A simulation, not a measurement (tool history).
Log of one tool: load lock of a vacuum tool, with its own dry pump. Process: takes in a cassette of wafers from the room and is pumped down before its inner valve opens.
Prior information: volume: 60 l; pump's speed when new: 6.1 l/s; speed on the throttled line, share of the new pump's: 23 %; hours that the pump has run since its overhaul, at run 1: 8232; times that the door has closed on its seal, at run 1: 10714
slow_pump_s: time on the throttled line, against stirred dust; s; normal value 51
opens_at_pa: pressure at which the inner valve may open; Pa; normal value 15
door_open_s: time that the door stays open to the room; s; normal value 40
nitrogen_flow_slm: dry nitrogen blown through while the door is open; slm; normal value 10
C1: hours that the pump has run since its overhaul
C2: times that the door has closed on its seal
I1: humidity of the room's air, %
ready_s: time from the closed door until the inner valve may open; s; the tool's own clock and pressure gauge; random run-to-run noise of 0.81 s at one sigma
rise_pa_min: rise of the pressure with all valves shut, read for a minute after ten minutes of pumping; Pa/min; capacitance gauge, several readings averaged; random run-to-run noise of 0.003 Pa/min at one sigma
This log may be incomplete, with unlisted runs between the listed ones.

Run 1, hour 0.0: usual settings; C1 8232; C2 10714; I1 48.6. Result: ready_s 127.2 s, rise_pa_min 0.027 Pa/min.
Run 2, hour 64.3: usual settings but nitrogen_flow_slm 20 slm; C1 8296; C2 10905; I1 45.3. Result: ready_s 125.8 s, rise_pa_min 0.022 Pa/min.
Run 3, hour 152.2: usual settings but nitrogen_flow_slm 20 slm; C1 8384; C2 11166; I1 42.9. Result: ready_s 126.7 s, rise_pa_min 0.021 Pa/min.
Run 4, hour 223.5: usual settings but nitrogen_flow_slm 20 slm; C1 8455; C2 11378; I1 45.3. Result: ready_s 126.8 s, rise_pa_min 0.021 Pa/min.
Run 5, hour 313.8: usual settings but door_open_s 90 s; C1 8546; C2 11646; I1 47.7. Result: ready_s 125.3 s, rise_pa_min 0.051 Pa/min.
Run 6, hour 369.0: usual settings; C1 8601; C2 11810; I1 43.8. Result: ready_s 126.2 s, rise_pa_min 0.024 Pa/min.
Run 7, hour 456.2: usual settings; C1 8688; C2 12069; I1 45.3. Result: ready_s 127.1 s, rise_pa_min 0.032 Pa/min.
Run 8, hour 542.6: usual settings; C1 8775; C2 12325; I1 45.1. Result: ready_s 125.6 s, rise_pa_min 0.029 Pa/min.
Run 9, hour 605.9: usual settings but nitrogen_flow_slm 5 slm; C1 8838; C2 12514; I1 42.0. Result: ready_s 125.9 s, rise_pa_min 0.029 Pa/min.
Run 10, hour 658.2: usual settings; C1 8890; C2 12669; I1 46.6. Result: ready_s 125.7 s, rise_pa_min 0.029 Pa/min.
Run 11, hour 708.8: usual settings; C1 8941; C2 12819; I1 41.5. Result: ready_s 126.9 s, rise_pa_min 0.029 Pa/min.
Run 12, hour 764.1: usual settings but opens_at_pa 24 Pa; C1 8996; C2 12984; I1 44.8. Result: ready_s 121.8 s, rise_pa_min 0.030 Pa/min.
Run 13, hour 813.9: usual settings but opens_at_pa 24 Pa; C1 9046; C2 13131; I1 46.1. Result: ready_s 121.8 s, rise_pa_min 0.033 Pa/min.
Run 14, hour 888.5: usual settings but opens_at_pa 24 Pa; C1 9121; C2 13353; I1 44.4. Result: ready_s 121.3 s, rise_pa_min 0.023 Pa/min.
Run 15, hour 980.4: usual settings but opens_at_pa 24 Pa; C1 9212; C2 13626; I1 43.3. Result: ready_s 121.9 s, rise_pa_min 0.029 Pa/min.
Run 16, hour 1065.2: usual settings but opens_at_pa 24 Pa; C1 9297; C2 13878; I1 43.7. Result: ready_s 120.3 s, rise_pa_min 0.027 Pa/min.
Run 17, hour 1129.1: usual settings but opens_at_pa 24 Pa; C1 9361; C2 14067; I1 46.1. Result: ready_s 122.2 s, rise_pa_min 0.033 Pa/min.
Run 18, hour 1193.4: usual settings; C1 9425; C2 14258; I1 45.9. Result: ready_s 127.1 s, rise_pa_min 0.031 Pa/min.
Run 19, hour 1245.7: usual settings but slow_pump_s 34 s, opens_at_pa 11 Pa, nitrogen_flow_slm 35 slm; C1 9478; C2 14414; I1 42.4. Result: ready_s 117.7 s, rise_pa_min 0.015 Pa/min.
Run 20, hour 1324.9: usual settings but slow_pump_s 34 s, opens_at_pa 12 Pa, nitrogen_flow_slm 35 slm; C1 9557; C2 14649; I1 44.8. Result: ready_s 115.3 s, rise_pa_min 0.017 Pa/min.
Run 21, hour 1364.9: usual settings but slow_pump_s 34 s, opens_at_pa 23 Pa, nitrogen_flow_slm 35 slm; C1 9597; C2 14768; I1 46.9. Result: ready_s 109.0 s, rise_pa_min 0.019 Pa/min.
Run 22, hour 1417.9: usual settings but slow_pump_s 90 s, opens_at_pa 16 Pa, nitrogen_flow_slm 15 slm; C1 9650; C2 14925; I1 44.4. Result: ready_s 154.9 s, rise_pa_min 0.022 Pa/min.

Estimate the outcome of run 23 from the log above:
Run 23, hour 1469.3: usual settings but slow_pump_s 59 s, opens_at_pa 12 Pa, door_open_s 28 s, nitrogen_flow_slm 6 slm; C1 9701; C2 15078; I1 43.6. Result: ready_s ?, rise_pa_min ?.

ready_s: 134.6 s
rise_pa_min: 0.027 Pa/min
Take away the tool's hidden state, keep the run-to-run variation as it was, and the same run would have given ready_s 134.5 s, rise_pa_min 0.027 Pa/min.
